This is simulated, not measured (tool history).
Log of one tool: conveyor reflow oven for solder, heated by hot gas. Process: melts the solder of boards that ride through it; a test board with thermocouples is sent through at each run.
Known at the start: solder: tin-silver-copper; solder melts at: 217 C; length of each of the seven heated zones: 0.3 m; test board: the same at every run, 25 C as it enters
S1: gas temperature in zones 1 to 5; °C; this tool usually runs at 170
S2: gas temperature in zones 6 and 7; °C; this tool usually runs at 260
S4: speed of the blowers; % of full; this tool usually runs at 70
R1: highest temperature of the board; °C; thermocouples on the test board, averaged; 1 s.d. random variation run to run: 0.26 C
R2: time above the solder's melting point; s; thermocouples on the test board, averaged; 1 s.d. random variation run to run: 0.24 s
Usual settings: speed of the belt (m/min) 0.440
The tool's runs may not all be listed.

run 1 day=0.000 | S1=170 S2=260 speed_of_the_belt_(m/min)=0.440 S4=70 | R1=245.4 R2=53.9
run 2 day=0.521 | S1=170 S2=260 speed_of_the_belt_(m/min)=0.440 S4=70 | R1=245.2 R2=53.7
run 3 day=0.967 | S1=170 S2=260 speed_of_the_belt_(m/min)=0.440 S4=70 | R1=244.8 R2=54.4
run 4 day=1.458 | S1=170 S2=260 speed_of_the_belt_(m/min)=0.440 S4=70 | R1=244.9 R2=53.6
run 5 day=1.925 | S1=170 S2=260 speed_of_the_belt_(m/min)=0.440 S4=70 | R1=245.0 R2=53.8
run 6 day=2.850 | S1=170 S2=260 speed_of_the_belt_(m/min)=0.440 S4=70 | R1=245.0 R2=53.9
run 7 day=3.342 | S1=170 S2=260 speed_of_the_belt_(m/min)=0.440 S4=70 | R1=245.3 R2=53.7
run 8 day=3.917 | S1=159 S2=260 speed_of_the_belt_(m/min)=0.440 S4=70 | R1=243.0 R2=48.0
run 9 day=4.438 | S1=170 S2=260 speed_of_the_belt_(m/min)=0.440 S4=70 | R1=244.8 R2=53.8
run 10 day=5.254 | S1=170 S2=260 speed_of_the_belt_(m/min)=0.440 S4=88 | R1=247.9 R2=56.4
-- day=6.379 flux residue cleaned out of gas plates and filters
run 11 day=6.383 | S1=170 S2=260 speed_of_the_belt_(m/min)=0.440 S4=88 | R1=248.4 R2=58.7
run 12 day=6.958 | S1=170 S2=260 speed_of_the_belt_(m/min)=0.440 S4=88 | R1=248.6 R2=58.4
run 13 day=7.596 | S1=170 S2=260 speed_of_the_belt_(m/min)=0.440 S4=88 | R1=248.6 R2=57.9
run 14 day=8.517 | S1=170 S2=262 speed_of_the_belt_(m/min)=0.440 S4=50 | R1=242.8 R2=50.3
run 15 day=8.917 | S1=176 S2=260 speed_of_the_belt_(m/min)=0.440 S4=50 | R1=242.5 R2=53.0
run 16 day=9.671 | S1=170 S2=249 speed_of_the_belt_(m/min)=0.440 S4=58 | R1=234.4 R2=41.2
run 17 day=10.200 | S1=170 S2=249 speed_of_the_belt_(m/min)=0.440 S4=58 | R1=234.1 R2=40.4
run 18 day=10.979 | S1=156 S2=255 speed_of_the_belt_(m/min)=0.442 S4=80 | R1=240.6 R2=45.3
-- day=11.846 thermocouples of zones 6 and 7 changed
run 19 day=11.846 | S1=156 S2=267 speed_of_the_belt_(m/min)=0.442 S4=80 | R1=250.6 R2=54.4
run 20 day=12.267 | S1=176 S2=249 speed_of_the_belt_(m/min)=0.525 S4=80 | R1=233.3 R2=34.7
run 21 day=13.133 | S1=176 S2=249 speed_of_the_belt_(m/min)=0.525 S4=80 | R1=233.1 R2=34.4
run 22 day=13.704 | S1=176 S2=249 speed_of_the_belt_(m/min)=0.525 S4=80 | R1=233.8 R2=34.7
run 23 day=14.471 | S1=173 S2=249 speed_of_the_belt_(m/min)=0.505 S4=74 | R1=232.8 R2=34.1
run 24 day=15.021 | S1=157 S2=257 speed_of_the_belt_(m/min)=0.425 S4=90 | R1=244.4 R2=52.6
run 25 day=15.742 | S1=174 S2=257 speed_of_the_belt_(m/min)=0.475 S4=65 | R1=240.1 R2=45.0

Each row is a separate what-if for the run after 25, all from the same tool condition, not one after another. Results?
run A day=16.462 | S1=170 S2=253 speed_of_the_belt_(m/min)=0.457 S4=70 | R1=? R2=?
run B day=16.462 | S1=176 S2=249 speed_of_the_belt_(m/min)=0.475 S4=58 | R1=? R2=?
run C day=16.462 | S1=174 S2=263 speed_of_the_belt_(m/min)=0.475 S4=65 | R1=? R2=?
run D day=16.462 | S1=170 S2=260 speed_of_the_belt_(m/min)=0.440 S4=69 | R1=? R2=?
run E day=16.462 | S1=166 S2=260 speed_of_the_belt_(m/min)=0.404 S4=65 | R1=? R2=?

run=A R1=238.1 R2=44.4
run=B R1=232.9 R2=36.7
run=C R1=245.1 R2=49.5
run=D R1=244.9 R2=53.2
run=E R1=246.4 R2=58.7
What these runs would have given with no unlogged condition in the tool:
run=A R1=239.0 R2=45.7
run=B R1=233.6 R2=38.2
run=C R1=246.0 R2=50.6
run=D R1=245.8 R2=54.2
run=E R1=247.2 R2=59.7
